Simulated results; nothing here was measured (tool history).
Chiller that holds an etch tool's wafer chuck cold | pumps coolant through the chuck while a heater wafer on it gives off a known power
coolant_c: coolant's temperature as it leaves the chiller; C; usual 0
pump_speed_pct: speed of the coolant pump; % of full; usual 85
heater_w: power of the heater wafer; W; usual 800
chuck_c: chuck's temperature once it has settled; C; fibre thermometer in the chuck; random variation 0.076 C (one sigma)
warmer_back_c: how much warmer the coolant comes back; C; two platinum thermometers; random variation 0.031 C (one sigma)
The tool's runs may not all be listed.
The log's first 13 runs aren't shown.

Run 14, hour 370.4: usual settings but coolant_c -3 C. Result: chuck_c 2.97 C, warmer_back_c 3.16 C.
Run 15, hour 393.9: usual settings but coolant_c -3 C. Result: chuck_c 3.04 C, warmer_back_c 3.15 C.
At hour 397.1: chiller's thermometer calibrated.
Run 16, hour 426.8: usual settings but coolant_c -3 C. Result: chuck_c 3.18 C, warmer_back_c 3.14 C.
Run 17, hour 454.6: usual settings but pump_speed_pct 89 % of full. Result: chuck_c 6.01 C, warmer_back_c 2.98 C.
Run 18, hour 472.2: usual settings but coolant_c 10 C, pump_speed_pct 94 % of full, heater_w 958 W. Result: chuck_c 16.87 C, warmer_back_c 3.43 C.
At hour 500.1: chiller's thermometer calibrated, once more.
Run 19, hour 506.3: usual settings but coolant_c 10 C, pump_speed_pct 94 % of full, heater_w 958 W. Result: chuck_c 16.61 C, warmer_back_c 3.38 C.
Run 20, hour 538.1: usual settings but coolant_c -7 C, pump_speed_pct 86 % of full, heater_w 810 W. Result: chuck_c -1.13 C, warmer_back_c 3.17 C.
Run 21, hour 571.2: usual settings but coolant_c -8 C, pump_speed_pct 91 % of full. Result: chuck_c -2.37 C, warmer_back_c 2.94 C.
Run 22, hour 589.5: usual settings but coolant_c -4 C, pump_speed_pct 76 % of full. Result: chuck_c 2.52 C, warmer_back_c 3.57 C.
Run 23, hour 611.7: usual settings but coolant_c 5 C, pump_speed_pct 96 % of full. Result: chuck_c 10.36 C, warmer_back_c 2.82 C.
Run 24, hour 648.4: usual settings but coolant_c 5 C, pump_speed_pct 96 % of full. Result: chuck_c 10.41 C, warmer_back_c 2.81 C.
Run 25, hour 680.4: usual settings but coolant_c 5 C, pump_speed_pct 96 % of full. Result: chuck_c 10.31 C, warmer_back_c 2.82 C.

Run 26 comes next. What will it give?
Run 26, hour 712.9: usual settings but coolant_c 5 C, pump_speed_pct 96 % of full. Result: chuck_c ?, warmer_back_c ?.

{"run 26": {"chuck_c": 10.53, "warmer_back_c": 2.87}}
Without the tool's hidden state the same run would have given chuck_c 10.14 C, warmer_back_c 2.8 C.
